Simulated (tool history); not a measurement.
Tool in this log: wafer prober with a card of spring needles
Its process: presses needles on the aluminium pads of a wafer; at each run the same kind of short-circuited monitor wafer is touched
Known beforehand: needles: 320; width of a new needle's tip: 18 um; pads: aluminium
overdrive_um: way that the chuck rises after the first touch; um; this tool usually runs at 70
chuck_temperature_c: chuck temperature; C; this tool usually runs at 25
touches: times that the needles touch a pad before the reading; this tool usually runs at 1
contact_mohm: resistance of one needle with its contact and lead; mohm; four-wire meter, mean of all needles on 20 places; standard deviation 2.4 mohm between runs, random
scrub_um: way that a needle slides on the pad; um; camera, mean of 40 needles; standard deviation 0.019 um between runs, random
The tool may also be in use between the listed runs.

run,day,overdrive_um,chuck_temperature_c,touches,contact_mohm,scrub_um
1,0.000,70,25,1,269,15.73
# day 0.362: tips cleaned on abrasive film
# day 1.042: tips cleaned on abrasive film
2,1.312,70,25,1,272,15.73
# day 1.679: tips cleaned on abrasive film
# day 2.325: tips cleaned on abrasive film
3,2.696,82,25,1,266,18.47
# day 2.979: tips cleaned on abrasive film
# day 3.583: tips cleaned on abrasive film
4,4.092,82,25,1,270,18.46
# day 4.288: tips cleaned on abrasive film
5,4.825,82,25,1,269,18.48
# day 4.912: tips cleaned on abrasive film
# day 5.546: tips cleaned on abrasive film
6,5.975,82,25,1,272,18.50
# day 6.200: tips cleaned on abrasive film
# day 6.212: height of the first contact set anew
# day 6.921: tips cleaned on abrasive film
7,7.062,82,25,1,264,18.48
# day 7.600: tips cleaned on abrasive film
8,7.833,70,25,1,271,15.79
# day 8.212: tips cleaned on abrasive film
# day 8.838: tips cleaned on abrasive film
9,9.275,70,25,1,274,15.83
# day 9.492: tips cleaned on abrasive film
# day 10.100: tips cleaned on abrasive film
10,10.296,79,25,1,267,17.83
# day 10.704: tips cleaned on abrasive film
11,11.129,79,25,1,267,17.83
# day 11.400: tips cleaned on abrasive film
# day 12.104: tips cleaned on abrasive film
12,12.638,79,25,1,265,17.85
# day 12.746: tips cleaned on abrasive film
# day 13.442: tips cleaned on abrasive film
13,13.788,79,25,1,269,17.92
# day 14.100: tips cleaned on abrasive film
# day 14.746: tips cleaned on abrasive film
14,15.125,79,25,1,268,17.91
# day 15.408: tips cleaned on abrasive film
# day 16.062: tips cleaned on abrasive film
15,16.146,59,51,2,278,13.39
# day 16.746: tips cleaned on abrasive film
# day 16.988: height of the first contact set anew
16,16.988,59,51,2,279,13.42
# day 17.442: tips cleaned on abrasive film
17,17.725,59,51,2,277,13.40
# day 18.054: tips cleaned on abrasive film
# day 18.658: tips cleaned on abrasive film
18,18.658,75,25,2,270,17.03
# day 19.333: tips cleaned on abrasive film
# day 19.967: tips cleaned on abrasive film
19,19.975,75,25,2,269,17.10
# day 20.650: tips cleaned on abrasive film
20,21.083,82,39,2,273,18.65
# day 21.317: tips cleaned on abrasive film
# day 21.962: tips cleaned on abrasive film
21,21.962,82,39,2,271,18.63
# day 22.604: tips cleaned on abrasive film
22,23.067,70,25,1,274,15.96
# day 23.212: tips cleaned on abrasive film
# day 23.846: tips cleaned on abrasive film
23,23.846,88,25,1,262,20.06
# day 24.558: tips cleaned on abrasive film
24,24.738,89,25,1,269,20.32
# day 25.279: tips cleaned on abrasive film
25,25.779,89,25,1,262,20.31
# day 25.988: tips cleaned on abrasive film
# day 26.629: tips cleaned on abrasive film
26,26.717,89,71,1,281,20.33
# day 27.250: tips cleaned on abrasive film
27,27.492,89,71,1,276,20.34

Some steps in scrub_um, run to run, broken into two amounts with sign: the step expected even without the hidden condition (settings, incoming material, random variation), and the rest, left for the hidden condition together with whatever gauge scatter is not in both the measured and the hidden-condition-free result:
What the log doesn't record here: debris on the tips, nm; way that the needles fall short of the set height, um; tips' diameter, um; drift of the gauge itself on contact_mohm, %; drift of the gauge itself on scrub_um, %.
Run 14 -> 15: overdrive_um 79 -> 59, chuck_temperature_c 25 -> 51, touches 1 -> 2, tips cleaned on abrasive film, tips cleaned on abrasive film. scrub_um -4.52 um: hidden state -0.04, all else -4.48.
Run 17 -> 18: overdrive_um 59 -> 75, chuck_temperature_c 51 -> 25, tips cleaned on abrasive film, tips cleaned on abrasive film. scrub_um +3.63 um: hidden state +0.05, all else +3.58.
Run 22 -> 23: overdrive_um 70 -> 88, tips cleaned on abrasive film, tips cleaned on abrasive film. scrub_um +4.10 um: hidden state +0.07, all else +4.03.
